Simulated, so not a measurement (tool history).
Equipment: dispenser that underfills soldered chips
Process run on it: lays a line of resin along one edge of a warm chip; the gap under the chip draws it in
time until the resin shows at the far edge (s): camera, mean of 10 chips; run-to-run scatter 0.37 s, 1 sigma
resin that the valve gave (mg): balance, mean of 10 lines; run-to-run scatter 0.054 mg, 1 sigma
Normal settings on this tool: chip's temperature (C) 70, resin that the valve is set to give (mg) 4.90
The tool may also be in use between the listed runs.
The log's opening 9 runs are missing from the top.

run,day,chip's temperature (C),resin that the valve is set to give (mg),time until the resin shows at the far edge (s),resin that the valve gave (mg)
# day 1.150: new syringe of resin
10,1.217,76,4.90,20.3,4.55
11,1.367,76,4.90,24.7,4.56
12,1.512,76,5.38,29.7,4.97
# day 1.579: new syringe of resin
# day 1.633: dispensing valve cleaned and set on the balance
13,1.754,76,5.38,21.4,5.40
14,1.917,66,4.90,37.6,4.81
15,2.025,81,4.90,27.6,4.96
# day 2.054: new syringe of resin
16,2.142,70,4.90,25.2,4.87
17,2.279,70,4.90,30.3,4.88
18,2.404,70,4.90,34.7,4.76
# day 2.488: new syringe of resin
19,2.608,62,5.52,33.8,5.41
20,2.754,76,5.52,26.6,5.43
# day 2.917: new syringe of resin
21,2.950,60,5.31,31.5,5.17
22,3.146,62,4.43,39.9,4.32
23,3.267,76,5.28,29.0,5.18
# day 3.346: new syringe of resin
24,3.433,76,5.28,20.1,5.06
25,3.550,60,4.81,39.8,4.69
26,3.662,63,4.72,43.2,4.56
# day 3.788: new syringe of resin
27,3.792,70,6.02,23.3,5.86
28,3.929,70,6.02,28.0,5.81
29,4.050,69,4.90,33.8,4.69
30,4.171,69,4.90,39.9,4.71
# day 4.221: new syringe of resin
31,4.267,79,4.92,18.2,4.78
32,4.458,57,4.92,48.2,4.71
# day 4.650: new syringe of resin
33,4.662,57,4.92,34.7,4.71
34,4.758,57,4.92,39.9,4.70

Branching from run 34: 5 alternative next runs. What would each branch give?
A,4.954,57,4.92,?,?
B,4.954,61,5.19,?,?
C,4.954,61,5.84,?,?
D,4.954,57,6.01,?,?
E,4.954,73,4.90,?,?

run,time until the resin shows at the far edge (s),resin that the valve gave (mg)
A,52.7,4.70
B,45.4,5.05
C,44.3,5.57
D,52.1,5.73
E,30.5,4.67
With the hidden condition removed and each run's random variation left untouched, the same runs would have given:
run,time until the resin shows at the far edge (s),resin that the valve gave (mg)
A,34.5,4.93
B,29.7,5.29
C,29.2,5.84
D,34.4,6.00
E,19.9,4.89
